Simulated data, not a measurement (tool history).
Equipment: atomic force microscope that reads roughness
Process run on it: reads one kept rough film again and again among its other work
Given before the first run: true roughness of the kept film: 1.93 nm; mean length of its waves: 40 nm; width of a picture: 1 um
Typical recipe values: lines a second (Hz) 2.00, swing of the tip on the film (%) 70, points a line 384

run,day,lines a second (Hz),swing of the tip on the film (%),points a line,roughness of the kept film (nm (root mean square))
1,0.000,2.00,70,384,1.679
# day 0.288: new tip fitted
2,0.404,2.00,70,384,1.716
3,1.242,2.00,70,579,1.699
# day 1.733: new tip fitted
4,1.938,2.00,70,579,1.713
5,2.321,2.00,70,843,1.713
# day 3.162: new tip fitted
6,3.179,2.00,70,384,1.734
7,3.829,2.00,70,384,1.706
8,4.346,0.77,63,447,1.803
# day 4.467: height scale calibrated on a step standard
# day 4.612: new tip fitted
9,4.938,0.77,63,447,1.837
10,5.375,1.09,61,447,1.804
# day 6.046: new tip fitted
11,6.225,1.09,61,447,1.834
12,6.871,1.09,61,447,1.804

4 options for the next run, each taken on its own from the tool as it stands now. Forecast them:
# day 7.275: height scale calibrated on a step standard, once more
# day 7.533: new tip fitted
A,7.638,3.26,73,329,?
# day 7.275: height scale calibrated on a step standard, once more
# day 7.533: new tip fitted
B,7.638,1.09,61,623,?
# day 7.275: height scale calibrated on a step standard, once more
# day 7.533: new tip fitted
C,7.638,1.98,62,392,?
# day 7.275: height scale calibrated on a step standard, once more
# day 7.533: new tip fitted
D,7.638,1.09,61,778,?

run,roughness of the kept film (nm (root mean square))
A,1.586
B,1.819
C,1.780
D,1.828
Stripped of hidden state, with their random variation kept, the same runs would have yielded:
run,roughness of the kept film (nm (root mean square))
A,1.590
B,1.824
C,1.785
D,1.833
